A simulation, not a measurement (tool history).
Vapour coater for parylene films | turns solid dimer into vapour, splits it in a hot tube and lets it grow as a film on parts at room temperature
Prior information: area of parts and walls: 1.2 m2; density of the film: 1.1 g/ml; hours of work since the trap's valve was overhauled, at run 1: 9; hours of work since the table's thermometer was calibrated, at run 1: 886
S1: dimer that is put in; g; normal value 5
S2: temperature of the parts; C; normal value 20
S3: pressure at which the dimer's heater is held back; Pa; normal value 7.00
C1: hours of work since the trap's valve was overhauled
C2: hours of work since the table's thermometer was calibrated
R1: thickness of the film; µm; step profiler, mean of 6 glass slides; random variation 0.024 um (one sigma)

Run 1, hour 0.0: usual settings; C1 9; C2 886. Result: R1 1.61 µm.
Run 2, hour 27.8: usual settings; C1 24; C2 901. Result: R1 1.60 µm.
Run 3, hour 62.7: usual settings but S2 21 C; C1 43; C2 920. Result: R1 1.54 µm.
Run 4, hour 105.5: usual settings; C1 66; C2 943. Result: R1 1.58 µm.
Run 5, hour 154.6: usual settings; C1 92; C2 969. Result: R1 1.59 µm.
Run 6, hour 178.3: usual settings but S2 13 C; C1 105; C2 982. Result: R1 1.97 µm.
Run 7, hour 215.4: usual settings but S1 8 g, S2 13 C; C1 125; C2 1001. Result: R1 2.99 µm.
Run 8, hour 248.9: usual settings; C1 143; C2 1019. Result: R1 1.55 µm.
Run 9, hour 274.0: usual settings; C1 156; C2 1033. Result: R1 1.52 µm.
At hour 282.9: trap's valve overhauled.
Run 10, hour 330.1: usual settings but S1 3 g, S2 14 C, S3 8.87 Pa; C1 25; C2 1061. Result: R1 1.02 µm.
Run 11, hour 366.8: usual settings but S1 7 g, S2 26 C, S3 2.79 Pa; C1 45; C2 1080. Result: R1 1.87 µm.
Run 12, hour 407.8: usual settings but S1 2 g, S2 18 C, S3 10.35 Pa; C1 67; C2 1102. Result: R1 0.59 µm.
Run 13, hour 432.8: usual settings but S1 2 g, S2 18 C, S3 10.35 Pa; C1 80; C2 1116. Result: R1 0.56 µm.
Run 14, hour 466.5: usual settings but S1 4 g, S2 22 C, S3 6.90 Pa; C1 98; C2 1134. Result: R1 1.04 µm.
Run 15, hour 516.5: usual settings but S1 4 g, S2 22 C, S3 6.90 Pa; C1 125; C2 1161. Result: R1 0.96 µm.

Selected run-to-run steps in R1, each split into two signed amounts: the part the tool would show with no hidden state at all (from settings, incoming material and random variation), and the remainder, which goes to the hidden state together with any gauge scatter not common to the measured and the hidden-state-free results:
Hidden state present: vapour lost through the trap's worn valve, %; true temperature of the parts over the reading, C; drift of the gauge itself on film_um, %.
Run 7 -> 8: S1 8 -> 5, S2 13 -> 20. R1 -1.44 µm: hidden state +0.06, all else -1.50.
Run 11 -> 12: S1 7 -> 2, S2 26 -> 18, S3 2.79 -> 10.35. R1 -1.28 µm: hidden state +0.21, all else -1.49.

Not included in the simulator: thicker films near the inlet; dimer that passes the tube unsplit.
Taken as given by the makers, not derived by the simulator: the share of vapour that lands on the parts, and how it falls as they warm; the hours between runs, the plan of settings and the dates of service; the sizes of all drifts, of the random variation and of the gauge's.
